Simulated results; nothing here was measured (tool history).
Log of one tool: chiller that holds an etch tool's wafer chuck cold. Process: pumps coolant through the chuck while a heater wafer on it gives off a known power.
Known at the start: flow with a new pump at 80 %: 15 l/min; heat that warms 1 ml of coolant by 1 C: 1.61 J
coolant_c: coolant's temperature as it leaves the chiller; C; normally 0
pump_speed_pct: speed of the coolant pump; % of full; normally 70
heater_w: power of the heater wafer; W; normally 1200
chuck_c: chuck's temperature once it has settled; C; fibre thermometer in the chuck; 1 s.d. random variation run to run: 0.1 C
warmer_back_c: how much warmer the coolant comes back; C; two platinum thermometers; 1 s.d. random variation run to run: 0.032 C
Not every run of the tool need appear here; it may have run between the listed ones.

Run 1, hour 0: usual settings. Result: chuck_c 11 C, warmer_back_c 3.53 C.
Run 2, hour 85.9: usual settings. Result: chuck_c 11.2 C, warmer_back_c 3.55 C.
Run 3, hour 141.9: usual settings. Result: chuck_c 11.2 C, warmer_back_c 3.53 C.
Run 4, hour 239.1: usual settings. Result: chuck_c 11.4 C, warmer_back_c 3.56 C.
Run 5, hour 341.9: usual settings but pump_speed_pct 60 % of full. Result: chuck_c 12.8 C, warmer_back_c 4.21 C.
Run 6, hour 451.3: usual settings but pump_speed_pct 60 % of full. Result: chuck_c 12.9 C, warmer_back_c 4.22 C.
Run 7, hour 517: usual settings but pump_speed_pct 60 % of full. Result: chuck_c 12.9 C, warmer_back_c 4.21 C.
Run 8, hour 631.5: usual settings but pump_speed_pct 60 % of full, heater_w 1296 W. Result: chuck_c 14.1 C, warmer_back_c 4.58 C.
Run 9, hour 692.3: usual settings but pump_speed_pct 60 % of full, heater_w 1296 W. Result: chuck_c 13.9 C, warmer_back_c 4.55 C.
At hour 714.2: chiller's thermometer calibrated.
Run 10, hour 744.6: usual settings but pump_speed_pct 60 % of full, heater_w 1296 W. Result: chuck_c 13.6 C, warmer_back_c 4.55 C.
Run 11, hour 820.2: usual settings but pump_speed_pct 60 % of full, heater_w 1296 W. Result: chuck_c 13.7 C, warmer_back_c 4.65 C.
Run 12, hour 934.9: usual settings but pump_speed_pct 60 % of full, heater_w 1296 W. Result: chuck_c 14 C, warmer_back_c 4.6 C.
Run 13, hour 994.6: usual settings but pump_speed_pct 60 % of full, heater_w 1296 W. Result: chuck_c 13.9 C, warmer_back_c 4.54 C.
Run 14, hour 1111.7: usual settings but pump_speed_pct 60 % of full, heater_w 1296 W. Result: chuck_c 14.1 C, warmer_back_c 4.68 C.
At hour 1122.1: coolant pump overhauled.
Run 15, hour 1228.9: usual settings but pump_speed_pct 60 % of full, heater_w 1296 W. Result: chuck_c 14 C, warmer_back_c 4.62 C.
Run 16, hour 1353.4: usual settings. Result: chuck_c 11.9 C, warmer_back_c 3.68 C.
Run 17, hour 1454.4: usual settings. Result: chuck_c 11.7 C, warmer_back_c 3.64 C.
Run 18, hour 1511.5: usual settings but coolant_c -3 C, pump_speed_pct 98 % of full. Result: chuck_c 6.5 C, warmer_back_c 2.57 C.
Run 19, hour 1606.4: usual settings but coolant_c -10 C, pump_speed_pct 83 % of full, heater_w 653 W. Result: chuck_c -4.1 C, warmer_back_c 1.63 C.
Run 20, hour 1666.7: usual settings but coolant_c 8 C, pump_speed_pct 74 % of full, heater_w 653 W. Result: chuck_c 14.2 C, warmer_back_c 1.85 C.
Run 21, hour 1738.9: usual settings but coolant_c -6 C, pump_speed_pct 90 % of full, heater_w 804 W. Result: chuck_c 0.7 C, warmer_back_c 1.91 C.
At hour 1835.5: coolant pump overhauled, once more.
Run 22, hour 1841.9: usual settings but coolant_c 6 C, pump_speed_pct 85 % of full, heater_w 1460 W. Result: chuck_c 18.2 C, warmer_back_c 3.41 C.
Run 23, hour 1938.5: usual settings but coolant_c 6 C, pump_speed_pct 85 % of full, heater_w 1460 W. Result: chuck_c 18.3 C, warmer_back_c 3.35 C.
Run 24, hour 2050.9: usual settings but coolant_c 6 C, pump_speed_pct 86 % of full, heater_w 1685 W. Result: chuck_c 20.2 C, warmer_back_c 3.89 C.
Run 25, hour 2163.7: usual settings but coolant_c -1 C, pump_speed_pct 66 % of full, heater_w 1135 W. Result: chuck_c 10.7 C, warmer_back_c 3.47 C.
Run 26, hour 2273.7: usual settings but coolant_c -1 C, pump_speed_pct 66 % of full, heater_w 1135 W. Result: chuck_c 10.6 C, warmer_back_c 3.44 C.
Run 27, hour 2328.2: usual settings but pump_speed_pct 98 % of full, heater_w 1435 W. Result: chuck_c 11.4 C, warmer_back_c 2.92 C.
Run 28, hour 2414.2: usual settings but pump_speed_pct 61 % of full, heater_w 720 W. Result: chuck_c 8 C, warmer_back_c 2.44 C.
Run 29, hour 2499.2: usual settings but coolant_c -3 C, pump_speed_pct 99 % of full, heater_w 1406 W. Result: chuck_c 8.1 C, warmer_back_c 2.78 C.
Run 30, hour 2580.1: usual settings but coolant_c -3 C, pump_speed_pct 99 % of full, heater_w 1406 W. Result: chuck_c 8 C, warmer_back_c 2.78 C.
Run 31, hour 2652.6: usual settings but coolant_c -3 C, pump_speed_pct 99 % of full, heater_w 1406 W. Result: chuck_c 8.2 C, warmer_back_c 2.81 C.

Forecast each of these 4 alternatives for the next run:
Run A, hour 2731.2: usual settings but coolant_c 6 C, pump_speed_pct 77 % of full, heater_w 1375 W. Result: chuck_c ?, warmer_back_c ?.
Run B, hour 2731.2: usual settings but coolant_c -3 C, pump_speed_pct 86 % of full, heater_w 1336 W. Result: chuck_c ?, warmer_back_c ?.
Run C, hour 2731.2: usual settings but coolant_c 4 C, pump_speed_pct 89 % of full, heater_w 742 W. Result: chuck_c ?, warmer_back_c ?.
Run D, hour 2731.2: usual settings but coolant_c 5 C, pump_speed_pct 85 % of full, heater_w 622 W. Result: chuck_c ?, warmer_back_c ?.

run  chuck_c  warmer_back_c
  A     19.2           3.56
  B      8.9           3.11
  C     10.3           1.69
  D     10.8           1.48
The same runs, with their run-to-run variation unchanged, on a tool lacking any hidden condition would have given:
run  chuck_c  warmer_back_c
  A     16.4           3.52
  B      6.3           3.08
  C      8.9           1.68
  D      9.5           1.46
